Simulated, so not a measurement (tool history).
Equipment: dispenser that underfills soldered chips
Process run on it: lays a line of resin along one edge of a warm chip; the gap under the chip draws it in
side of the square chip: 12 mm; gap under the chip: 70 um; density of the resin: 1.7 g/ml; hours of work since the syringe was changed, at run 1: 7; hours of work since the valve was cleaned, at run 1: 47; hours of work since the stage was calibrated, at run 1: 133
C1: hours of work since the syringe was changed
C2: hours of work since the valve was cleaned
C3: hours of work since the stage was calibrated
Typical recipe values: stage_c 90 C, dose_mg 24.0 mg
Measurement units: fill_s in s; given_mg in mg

Run 1, hour 0.0: usual settings; C1 7; C2 47; C3 133. Result: fill_s 215.4 s, given_mg 22.86 mg.
At hour 7.2: new syringe of resin.
Run 2, hour 8.0: usual settings; C1 1; C2 53; C3 139. Result: fill_s 147.5 s, given_mg 22.92 mg.
Run 3, hour 14.2: usual settings; C1 5; C2 57; C3 143. Result: fill_s 190.0 s, given_mg 22.62 mg.
At hour 24.5: new syringe of resin.
Run 4, hour 24.5: usual settings but dose_mg 20.7 mg; C1 0; C2 64; C3 150. Result: fill_s 155.3 s, given_mg 19.56 mg.
Run 5, hour 36.4: usual settings but dose_mg 25.0 mg; C1 8; C2 72; C3 158. Result: fill_s 229.7 s, given_mg 23.14 mg.
At hour 41.9: new syringe of resin.
Run 6, hour 47.1: usual settings but dose_mg 27.5 mg; C1 4; C2 79; C3 165. Result: fill_s 170.8 s, given_mg 25.34 mg.
Run 7, hour 52.3: usual settings but dose_mg 21.0 mg; C1 7; C2 83; C3 169. Result: fill_s 227.4 s, given_mg 19.15 mg.
At hour 59.4: new syringe of resin.
Run 8, hour 62.1: usual settings but dose_mg 21.0 mg; C1 2; C2 89; C3 175. Result: fill_s 174.4 s, given_mg 18.98 mg.
Run 9, hour 68.2: usual settings but dose_mg 28.1 mg; C1 6; C2 93; C3 179. Result: fill_s 198.0 s, given_mg 25.62 mg.
Run 10, hour 74.5: usual settings but dose_mg 28.1 mg; C1 10; C2 98; C3 184. Result: fill_s 258.9 s, given_mg 25.40 mg.
At hour 77.2: new syringe of resin.
Run 11, hour 83.2: usual settings but dose_mg 22.2 mg; C1 4; C2 103; C3 189. Result: fill_s 187.6 s, given_mg 20.02 mg.
At hour 87.3: dispensing valve cleaned and set on the balance.
Run 12, hour 91.7: usual settings but dose_mg 22.2 mg; C1 9; C2 3; C3 194. Result: fill_s 245.9 s, given_mg 22.26 mg.
At hour 95.8: new syringe of resin.
Run 13, hour 102.9: usual settings but stage_c 99 C, dose_mg 21.3 mg; C1 5; C2 11; C3 202. Result: fill_s 146.3 s, given_mg 21.12 mg.
At hour 112.9: new syringe of resin.
Run 14, hour 113.8: usual settings but dose_mg 20.4 mg; C1 1; C2 18; C3 209. Result: fill_s 155.8 s, given_mg 20.02 mg.
Run 15, hour 119.8: usual settings but stage_c 96 C, dose_mg 23.0 mg; C1 5; C2 22; C3 213. Result: fill_s 150.4 s, given_mg 22.51 mg.
Run 16, hour 129.6: usual settings but stage_c 103 C, dose_mg 28.7 mg; C1 11; C2 28; C3 220. Result: fill_s 171.7 s, given_mg 27.84 mg.
At hour 130.6: new syringe of resin.
Run 17, hour 135.2: usual settings but stage_c 103 C, dose_mg 28.7 mg; C1 3; C2 32; C3 224. Result: fill_s 108.7 s, given_mg 27.57 mg.
Run 18, hour 143.8: usual settings but stage_c 80 C, dose_mg 23.2 mg; C1 9; C2 38; C3 229. Result: fill_s 347.6 s, given_mg 22.13 mg.
At hour 148.6: new syringe of resin.
Run 19, hour 155.8: usual settings but stage_c 91 C, dose_mg 26.3 mg; C1 5; C2 46; C3 237. Result: fill_s 182.8 s, given_mg 25.22 mg.
Run 20, hour 162.0: usual settings but stage_c 91 C, dose_mg 23.0 mg; C1 9; C2 50; C3 242. Result: fill_s 237.4 s, given_mg 21.92 mg.
At hour 165.9: new syringe of resin.
Run 21, hour 169.0: usual settings but dose_mg 30.3 mg; C1 2; C2 55; C3 246. Result: fill_s 156.2 s, given_mg 28.61 mg.
Run 22, hour 180.8: usual settings but dose_mg 30.3 mg; C1 10; C2 63; C3 254. Result: fill_s 250.5 s, given_mg 28.30 mg.

Here are 5 independent what-if runs from the current tool condition. What would each one return?
At hour 183.3: new syringe of resin.
Run A, hour 189.9: usual settings but stage_c 97 C, dose_mg 20.7 mg; C1 5; C2 69; C3 260. Result: fill_s ?, given_mg ?.
At hour 183.3: new syringe of resin.
Run B, hour 189.9: usual settings but stage_c 87 C, dose_mg 24.2 mg; C1 5; C2 69; C3 260. Result: fill_s ?, given_mg ?.
At hour 183.3: new syringe of resin.
Run C, hour 189.9: usual settings but stage_c 88 C, dose_mg 30.3 mg; C1 5; C2 69; C3 260. Result: fill_s ?, given_mg ?.
At hour 183.3: new syringe of resin.
Run D, hour 189.9: usual settings but stage_c 92 C, dose_mg 22.1 mg; C1 5; C2 69; C3 260. Result: fill_s ?, given_mg ?.
At hour 183.3: new syringe of resin.
Run E, hour 189.9: usual settings but stage_c 83 C, dose_mg 29.7 mg; C1 5; C2 69; C3 260. Result: fill_s ?, given_mg ?.

run  fill_s  given_mg
  A   160.4     19.42
  B   212.6     22.47
  C   193.3     28.11
  D   185.9     20.60
  E   234.3     27.51
Take away the tool's hidden state, keep each run's random variation, and the runs would have read:
run  fill_s  given_mg
  A   114.3     20.84
  B   153.2     24.12
  C   140.9     30.17
  D   133.1     22.10
  E   170.6     29.52
